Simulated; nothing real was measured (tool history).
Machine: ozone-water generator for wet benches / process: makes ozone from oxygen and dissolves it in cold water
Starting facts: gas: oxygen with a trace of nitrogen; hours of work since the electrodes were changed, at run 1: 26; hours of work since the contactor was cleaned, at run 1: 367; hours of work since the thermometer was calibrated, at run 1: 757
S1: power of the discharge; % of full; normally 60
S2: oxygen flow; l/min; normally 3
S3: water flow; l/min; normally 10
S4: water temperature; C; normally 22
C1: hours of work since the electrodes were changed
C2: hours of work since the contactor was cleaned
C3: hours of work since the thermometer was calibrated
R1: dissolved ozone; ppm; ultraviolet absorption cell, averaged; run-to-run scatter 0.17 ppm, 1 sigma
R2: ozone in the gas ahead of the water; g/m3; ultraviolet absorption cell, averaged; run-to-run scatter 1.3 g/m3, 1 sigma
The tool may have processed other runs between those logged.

| run | hour | S1 | S2 | S3 | S4 | C1 | C2 | C3 | R1 | R2 |
|---|---|---|---|---|---|---|---|---|---|---|
| 1 | 0 | 60 | 3 | 10 | 22 | 26 | 367 | 757 | 21.9 | 239.6 |
| 2 | 104.1 | 60 | 3 | 10 | 22 | 97 | 438 | 828 | 22 | 239.5 |
| 3 | 271.1 | 78 | 3 | 10 | 22 | 211 | 552 | 942 | 27.9 | 306.4 |
| 4 | 376.1 | 78 | 3 | 10 | 22 | 283 | 623 | 1013 | 28.1 | 302.3 |
| 5 | 555.3 | 78 | 3 | 10 | 22 | 405 | 745 | 1135 | 28.1 | 305.2 |
| 6 | 695.8 | 78 | 3 | 10 | 22 | 500 | 841 | 1231 | 28.4 | 301.8 |
| 7 | 813.1 | 45 | 3 | 10 | 22 | 580 | 921 | 1311 | 16.7 | 181.8 |
| 8 | 996.8 | 45 | 3 | 10 | 22 | 706 | 1046 | 1436 | 16.9 | 178.2 |
| 9 | 1084.8 | 60 | 3 | 10 | 22 | 766 | 1106 | 1496 | 22.2 | 235.1 |
| 10 | 1256.2 | 60 | 3 | 10 | 22 | 882 | 1223 | 1613 | 22.1 | 236.1 |
| 11 | 1385.7 | 60 | 3 | 10 | 22 | 971 | 1311 | 1701 | 21.9 | 236.1 |
| 12 | 1546.1 | 60 | 3 | 10 | 22 | 1080 | 1421 | 1811 | 22 | 236.3 |
| 13 | 1668.5 | 60 | 3 | 10 | 22 | 1163 | 1504 | 1894 | 22.2 | 233.3 |
| 14 | 1808.1 | 60 | 3 | 10 | 22 | 1259 | 1599 | 1989 | 22.1 | 233.7 |
| 15 | 1884.1 | 60 | 3 | 10 | 22 | 1310 | 1651 | 2041 | 22.2 | 235 |
| 16 | 2029 | 60 | 3 | 10 | 22 | 1409 | 1750 | 2140 | 22.1 | 233.4 |
| 17 | 2160.8 | 60 | 3 | 10 | 22 | 1499 | 1840 | 2230 | 21.9 | 233.5 |
| 18 | 2291 | 60 | 3 | 10 | 23 | 1588 | 1928 | 2319 | 21.5 | 234.6 |
| 19 | 2368.3 | 60 | 2.93 | 14 | 22 | 1640 | 1981 | 2371 | 16 | 236.5 |
| 20 | 2451.2 | 60 | 3 | 13 | 29 | 1697 | 2038 | 2428 | 15.3 | 233.8 |
|  | 2518.8 | gauge calibrated |
| 21 | 2608.9 | 60 | 3 | 13 | 29 | 1804 | 2145 | 2535 | 15.7 | 241.9 |
| 22 | 2772.3 | 60 | 3.26 | 10 | 22 | 1916 | 2256 | 2647 | 22.1 | 231.6 |
| 23 | 2909.5 | 80 | 3.26 | 10 | 26 | 2009 | 2350 | 2740 | 26.7 | 299.3 |
| 24 | 3080.3 | 60 | 3.06 | 9 | 22 | 2126 | 2466 | 2857 | 24.3 | 236.4 |
| 25 | 3255.9 | 60 | 3.06 | 9 | 22 | 2245 | 2586 | 2976 | 23.9 | 236.3 |
| 26 | 3384.7 | 86 | 4.73 | 14 | 29 | 2333 | 2674 | 3064 | 20.5 | 270.3 |
| 27 | 3468.8 | 72 | 4.73 | 14 | 29 | 2391 | 2731 | 3121 | 17 | 227.9 |
| 28 | 3576.7 | 72 | 4.73 | 14 | 29 | 2464 | 2805 | 3195 | 17.1 | 225.6 |
| 29 | 3668.2 | 72 | 4.73 | 14 | 29 | 2527 | 2867 | 3257 | 17.3 | 227.5 |
| 30 | 3821.4 | 72 | 4.73 | 14 | 21 | 2631 | 2972 | 3362 | 20.2 | 226 |
|  | 3925.9 | water thermometer calibrated |
| 31 | 3936.9 | 72 | 1.57 | 14 | 25 | 2709 | 3050 | 7 | 16.5 | 376.1 |
| 32 | 4031 | 98 | 4.71 | 8 | 14 | 2773 | 3114 | 72 | 48 | 304.4 |

For each run, the measured value with the value that run would have given without the tool's hidden condition subtracted. The run-to-run variation is shared by both, the gauge scatter possibly not:
Hidden conditions of the tool in this case: yield of the discharge, % of new electrodes'; contactor's efficiency, % of a clean one's; true water temperature over the reading, C; drift of the gauge itself on ozone_ppm, %; drift of the gauge itself on gas_g_m3, %.
| run | R2 |
|---|---|
| 1 | +0 |
| 2 | -0.4 |
| 3 | -1 |
| 4 | -1.4 |
| 5 | -2 |
| 6 | -2.5 |
| 7 | -1.7 |
| 8 | -2 |
| 9 | -3 |
| 10 | -3.5 |
| 11 | -3.9 |
| 12 | -4.3 |
| 13 | -4.7 |
| 14 | -5 |
| 15 | -5.2 |
| 16 | -5.7 |
| 17 | -6 |
| 18 | -6.4 |
| 19 | -6.8 |
| 20 | -6.9 |
| 21 | -0.3 |
| 22 | -0.8 |
| 23 | -1.6 |
| 24 | -1.7 |
| 25 | -2.2 |
| 26 | -3 |
| 27 | -2.7 |
| 28 | -2.9 |
| 29 | -3.2 |
| 30 | -3.7 |
| 31 | -6.5 |
| 32 | -5.7 |
R1: differs from the measured result by no more than 0.1 ppm in any run.

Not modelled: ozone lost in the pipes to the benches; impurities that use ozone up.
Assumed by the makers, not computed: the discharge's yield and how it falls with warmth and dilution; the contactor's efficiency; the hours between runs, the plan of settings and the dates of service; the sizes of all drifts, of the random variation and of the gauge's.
